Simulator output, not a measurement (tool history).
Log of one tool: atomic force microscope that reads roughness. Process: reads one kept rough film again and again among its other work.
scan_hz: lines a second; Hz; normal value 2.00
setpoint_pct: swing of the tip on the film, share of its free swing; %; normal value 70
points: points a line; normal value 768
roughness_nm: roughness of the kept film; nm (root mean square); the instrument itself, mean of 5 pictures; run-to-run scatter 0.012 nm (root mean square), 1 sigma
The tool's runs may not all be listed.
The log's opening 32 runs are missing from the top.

run,day,scan_hz,setpoint_pct,points,pictures with this tip,hours of work since the height scale was calibrated,roughness_nm
33,7.950,3.50,59,834,57,157,2.806
34,8.138,3.50,59,834,63,160,2.806
35,8.333,1.66,63,601,69,163,2.823
36,8.558,0.67,85,448,77,166,2.804
37,8.921,0.67,85,448,88,171,2.831
38,9.183,0.64,80,428,97,175,2.804
39,9.517,0.64,64,266,107,179,2.765
40,9.725,0.64,66,919,114,182,2.867
41,10.108,1.10,56,307,126,188,2.810
42,10.433,3.76,70,768,137,192,2.710
43,10.596,3.76,70,768,142,195,2.726
44,10.888,3.26,70,306,151,199,2.661
45,11.121,3.26,78,306,159,202,2.590
46,11.496,3.26,78,306,171,207,2.586
47,11.829,1.71,87,993,182,212,2.683
48,12.062,1.38,69,331,189,215,2.767
49,12.358,1.38,69,331,199,220,2.756
50,12.546,1.69,70,303,205,222,2.743
51,12.904,2.00,64,272,216,227,2.717
52,13.146,1.56,79,426,224,231,2.736
53,13.396,1.56,79,426,232,234,2.725

Predict each of these 4 candidate next runs independently; none follows another, all start after run 53:
A,13.633,1.49,58,512,240,238,?
B,13.633,1.93,69,426,240,238,?
C,13.633,2.00,78,768,240,238,?
D,13.633,1.66,70,896,240,238,?

run,roughness_nm
A,2.814
B,2.773
C,2.728
D,2.814
The same runs, with their run-to-run variation unchanged, on a tool lacking any hidden condition would have given:
run,roughness_nm
A,2.825
B,2.784
C,2.739
D,2.825
